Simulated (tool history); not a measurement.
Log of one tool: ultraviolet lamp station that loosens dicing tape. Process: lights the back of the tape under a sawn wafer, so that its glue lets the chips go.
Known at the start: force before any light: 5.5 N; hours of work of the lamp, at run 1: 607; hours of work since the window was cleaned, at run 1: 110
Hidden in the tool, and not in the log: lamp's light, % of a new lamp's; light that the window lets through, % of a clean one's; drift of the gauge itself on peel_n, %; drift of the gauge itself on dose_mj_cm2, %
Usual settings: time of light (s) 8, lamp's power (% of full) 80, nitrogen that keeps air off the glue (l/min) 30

run,hour,time of light (s),lamp's power (% of full),nitrogen that keeps air off the glue (l/min),hours of work of the lamp,hours of work since the window was cleaned,force that peels the tape off (N),light that reached the tape (J/m2)
1,0.0,8,80,30,607,110,0.375,2790
2,35.2,8,80,30,626,129,0.373,2750
3,76.8,8,80,30,648,151,0.399,2720
4,116.0,8,80,30,669,171,0.407,2650
5,161.7,8,95,30,693,196,0.315,3120
# hour 214.5: window cleaned of glue's vapour
6,231.4,8,95,30,730,9,0.344,2930
7,291.5,8,80,30,761,41,0.478,2390
8,351.1,8,80,30,793,72,0.498,2270
9,418.4,5,80,30,829,108,1.074,1380
10,447.5,8,80,30,844,123,0.548,2160
11,497.7,8,74,30,871,150,0.622,1990
# hour 525.5: window cleaned of glue's vapour, once more
12,564.3,8,74,30,906,21,0.416,2560
13,618.8,8,74,30,935,49,0.453,2450
14,660.5,8,74,30,957,72,0.472,2420
15,720.6,8,80,30,988,103,0.444,2510
16,776.0,12,80,30,1018,133,0.278,3760
17,831.4,12,80,30,1047,162,0.279,3650
18,868.0,12,80,30,1067,181,0.282,3560
19,900.2,12,80,30,1084,199,0.283,3550
20,928.7,12,96,30,1099,214,0.259,4120
# hour 948.1: window cleaned of glue's vapour
21,967.2,4,80,30,1119,10,1.239,1260
22,1004.8,10,80,30,1139,30,0.312,3110
23,1061.5,10,80,30,1169,60,0.325,3090
24,1112.0,10,80,30,1196,87,0.335,2980
25,1166.5,10,80,30,1224,116,0.352,2910
26,1205.7,5,81,29,1245,136,1.088,1450
27,1263.6,10,76,30,1276,167,0.426,2570
28,1313.8,6,68,27,1302,194,1.204,1390
29,1349.6,11,84,22,1321,213,0.363,3050
# hour 1370.0: window cleaned of glue's vapour
30,1400.0,11,84,22,1348,16,0.321,3410
31,1461.0,12,80,34,1380,48,0.289,3430
32,1514.2,9,73,46,1408,76,0.436,2300
33,1565.8,6,63,60,1436,104,1.017,1330
34,1597.4,6,63,60,1452,120,1.029,1290
35,1663.5,8,80,43,1487,155,0.519,2060
36,1692.9,5,70,41,1503,171,1.380,1140
37,1729.5,13,62,10,1522,190,0.692,2570
# hour 1792.3: window cleaned of glue's vapour
38,1794.1,13,62,10,1556,1,0.577,2810

Some steps in force that peels the tape off (N) between neighbouring runs. How much of each would the tool show without its hidden state too (settings, what came in, random variation), and how much is left for the hidden state, with any gauge scatter that isn't in both results?
Run 20 -> 21: time of light (s) 12 -> 4, lamp's power (% of full) 96 -> 80, window cleaned of glue's vapour. force that peels the tape off (N) +0.980: hidden state +0.468, all else +0.512.
Run 21 -> 22: time of light (s) 4 -> 10. force that peels the tape off (N) -0.927: hidden state -0.419, all else -0.508.
Run 27 -> 28: time of light (s) 10 -> 6, lamp's power (% of full) 76 -> 68, nitrogen that keeps air off the glue (l/min) 30 -> 27. force that peels the tape off (N) +0.778: hidden state +0.499, all else +0.279.
Run 28 -> 29: time of light (s) 6 -> 11, lamp's power (% of full) 68 -> 84, nitrogen that keeps air off the glue (l/min) 27 -> 22. force that peels the tape off (N) -0.841: hidden state -0.537, all else -0.304.
Run 35 -> 36: time of light (s) 8 -> 5, lamp's power (% of full) 80 -> 70, nitrogen that keeps air off the glue (l/min) 43 -> 41. force that peels the tape off (N) +0.861: hidden state +0.533, all else +0.328.

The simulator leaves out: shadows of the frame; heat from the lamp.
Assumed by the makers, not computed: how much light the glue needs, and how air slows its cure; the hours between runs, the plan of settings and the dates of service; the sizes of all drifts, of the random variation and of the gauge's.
